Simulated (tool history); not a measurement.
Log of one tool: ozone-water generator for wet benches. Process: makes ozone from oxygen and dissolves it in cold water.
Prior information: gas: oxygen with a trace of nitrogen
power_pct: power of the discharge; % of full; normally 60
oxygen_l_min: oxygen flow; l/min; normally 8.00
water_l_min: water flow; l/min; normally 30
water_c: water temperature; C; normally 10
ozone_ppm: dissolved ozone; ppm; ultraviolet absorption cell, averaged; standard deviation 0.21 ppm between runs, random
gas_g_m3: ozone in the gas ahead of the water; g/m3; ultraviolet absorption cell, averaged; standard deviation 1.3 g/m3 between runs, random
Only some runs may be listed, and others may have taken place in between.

{"run": 1, "hour": 0.0, "power_pct": 60, "oxygen_l_min": 8.0, "water_l_min": 30, "water_c": 10, "ozone_ppm": 29.9, "gas_g_m3": 244.9}
{"run": 2, "hour": 29.2, "power_pct": 60, "oxygen_l_min": 8.0, "water_l_min": 30, "water_c": 10, "ozone_ppm": 30.0, "gas_g_m3": 244.8}
{"run": 3, "hour": 49.5, "power_pct": 60, "oxygen_l_min": 8.0, "water_l_min": 30, "water_c": 10, "ozone_ppm": 30.2, "gas_g_m3": 245.0}
{"run": 4, "hour": 82.4, "power_pct": 60, "oxygen_l_min": 8.0, "water_l_min": 30, "water_c": 10, "ozone_ppm": 30.2, "gas_g_m3": 244.6}
{"run": 5, "hour": 106.9, "power_pct": 60, "oxygen_l_min": 8.0, "water_l_min": 19, "water_c": 10, "ozone_ppm": 42.8, "gas_g_m3": 243.7}
{"run": 6, "hour": 143.5, "power_pct": 60, "oxygen_l_min": 8.0, "water_l_min": 19, "water_c": 10, "ozone_ppm": 43.6, "gas_g_m3": 243.5}
{"run": 7, "hour": 175.3, "power_pct": 60, "oxygen_l_min": 8.0, "water_l_min": 30, "water_c": 14, "ozone_ppm": 28.3, "gas_g_m3": 243.8}
{"run": 8, "hour": 201.3, "power_pct": 60, "oxygen_l_min": 8.0, "water_l_min": 30, "water_c": 10, "ozone_ppm": 30.0, "gas_g_m3": 244.6}
{"run": 9, "hour": 221.4, "power_pct": 40, "oxygen_l_min": 8.0, "water_l_min": 30, "water_c": 10, "ozone_ppm": 22.5, "gas_g_m3": 185.8}
{"run": 10, "hour": 251.6, "power_pct": 60, "oxygen_l_min": 8.0, "water_l_min": 30, "water_c": 10, "ozone_ppm": 29.7, "gas_g_m3": 241.9}
{"run": 11, "hour": 284.1, "power_pct": 60, "oxygen_l_min": 8.0, "water_l_min": 42, "water_c": 10, "ozone_ppm": 21.5, "gas_g_m3": 242.9}
{"run": 12, "hour": 319.6, "power_pct": 60, "oxygen_l_min": 8.0, "water_l_min": 42, "water_c": 10, "ozone_ppm": 21.4, "gas_g_m3": 245.3}
{"run": 13, "hour": 358.0, "power_pct": 60, "oxygen_l_min": 8.0, "water_l_min": 42, "water_c": 10, "ozone_ppm": 21.3, "gas_g_m3": 240.0}
{"run": 14, "hour": 379.4, "power_pct": 60, "oxygen_l_min": 8.0, "water_l_min": 30, "water_c": 10, "ozone_ppm": 29.6, "gas_g_m3": 243.0}
{"run": 15, "hour": 400.4, "power_pct": 60, "oxygen_l_min": 8.0, "water_l_min": 30, "water_c": 8, "ozone_ppm": 30.4, "gas_g_m3": 241.6}
{"run": 16, "hour": 433.1, "power_pct": 60, "oxygen_l_min": 8.0, "water_l_min": 30, "water_c": 10, "ozone_ppm": 29.6, "gas_g_m3": 243.6}
{"run": 17, "hour": 469.1, "power_pct": 60, "oxygen_l_min": 8.0, "water_l_min": 30, "water_c": 18, "ozone_ppm": 26.6, "gas_g_m3": 241.4}
{"run": 18, "hour": 500.3, "power_pct": 60, "oxygen_l_min": 5.1, "water_l_min": 27, "water_c": 18, "ozone_ppm": 27.9, "gas_g_m3": 298.2}
{"run": 19, "hour": 528.7, "power_pct": 87, "oxygen_l_min": 5.1, "water_l_min": 27, "water_c": 15, "ozone_ppm": 36.4, "gas_g_m3": 384.1}
{"run": 20, "hour": 550.7, "power_pct": 60, "oxygen_l_min": 8.0, "water_l_min": 26, "water_c": 10, "ozone_ppm": 33.2, "gas_g_m3": 243.4}
{"run": 21, "hour": 592.5, "power_pct": 45, "oxygen_l_min": 8.0, "water_l_min": 26, "water_c": 8, "ozone_ppm": 28.1, "gas_g_m3": 201.5}
{"run": 22, "hour": 612.6, "power_pct": 45, "oxygen_l_min": 8.0, "water_l_min": 26, "water_c": 8, "ozone_ppm": 28.6, "gas_g_m3": 199.5}
{"run": 23, "hour": 640.1, "power_pct": 60, "oxygen_l_min": 8.0, "water_l_min": 30, "water_c": 5, "ozone_ppm": 31.1, "gas_g_m3": 243.0}
{"run": 24, "hour": 660.7, "power_pct": 60, "oxygen_l_min": 8.0, "water_l_min": 30, "water_c": 5, "ozone_ppm": 30.9, "gas_g_m3": 242.9}
{"run": 25, "hour": 701.5, "power_pct": 60, "oxygen_l_min": 8.0, "water_l_min": 19, "water_c": 9, "ozone_ppm": 43.3, "gas_g_m3": 240.8}
{"run": 26, "hour": 720.7, "power_pct": 60, "oxygen_l_min": 8.0, "water_l_min": 19, "water_c": 9, "ozone_ppm": 43.1, "gas_g_m3": 241.6}
{"run": 27, "hour": 742.7, "power_pct": 60, "oxygen_l_min": 7.54, "water_l_min": 26, "water_c": 6, "ozone_ppm": 34.9, "gas_g_m3": 248.4}
{"run": 28, "hour": 770.0, "power_pct": 46, "oxygen_l_min": 13.71, "water_l_min": 19, "water_c": 10, "ozone_ppm": 34.3, "gas_g_m3": 156.5}
{"run": 29, "hour": 791.6, "power_pct": 46, "oxygen_l_min": 13.71, "water_l_min": 19, "water_c": 10, "ozone_ppm": 34.4, "gas_g_m3": 156.2}
{"run": 30, "hour": 829.8, "power_pct": 46, "oxygen_l_min": 13.71, "water_l_min": 19, "water_c": 10, "ozone_ppm": 34.5, "gas_g_m3": 155.6}
{"run": 31, "hour": 873.1, "power_pct": 59, "oxygen_l_min": 4.3, "water_l_min": 19, "water_c": 10, "ozone_ppm": 39.5, "gas_g_m3": 314.8}
{"run": 32, "hour": 893.8, "power_pct": 45, "oxygen_l_min": 10.26, "water_l_min": 35, "water_c": 16, "ozone_ppm": 19.9, "gas_g_m3": 175.2}

Predict each of these 5 candidate next runs independently; none follows another, all start after run 32:
{"run": "A", "hour": 927.9, "power_pct": 88, "oxygen_l_min": 10.26, "water_l_min": 28, "water_c": 16, "ozone_ppm": "?", "gas_g_m3": "?"}
{"run": "B", "hour": 927.9, "power_pct": 83, "oxygen_l_min": 10.26, "water_l_min": 26, "water_c": 5, "ozone_ppm": "?", "gas_g_m3": "?"}
{"run": "C", "hour": 927.9, "power_pct": 45, "oxygen_l_min": 7.92, "water_l_min": 35, "water_c": 16, "ozone_ppm": "?", "gas_g_m3": "?"}
{"run": "D", "hour": 927.9, "power_pct": 60, "oxygen_l_min": 4.98, "water_l_min": 47, "water_c": 7, "ozone_ppm": "?", "gas_g_m3": "?"}
{"run": "E", "hour": 927.9, "power_pct": 59, "oxygen_l_min": 10.26, "water_l_min": 35, "water_c": 12, "ozone_ppm": "?", "gas_g_m3": "?"}

run=A ozone_ppm=37.1 gas_g_m3=273.9
run=B ozone_ppm=45.2 gas_g_m3=266.1
run=C ozone_ppm=19.4 gas_g_m3=197.6
run=D ozone_ppm=16.4 gas_g_m3=301.5
run=E ozone_ppm=24.9 gas_g_m3=211.6
Take away the tool's hidden state, keep each run's random variation, and the runs would have read:
run=A ozone_ppm=40.6 gas_g_m3=284.9
run=B ozone_ppm=49.2 gas_g_m3=276.4
run=C ozone_ppm=21.0 gas_g_m3=202.3
run=D ozone_ppm=18.0 gas_g_m3=310.8
run=E ozone_ppm=27.1 gas_g_m3=218.1
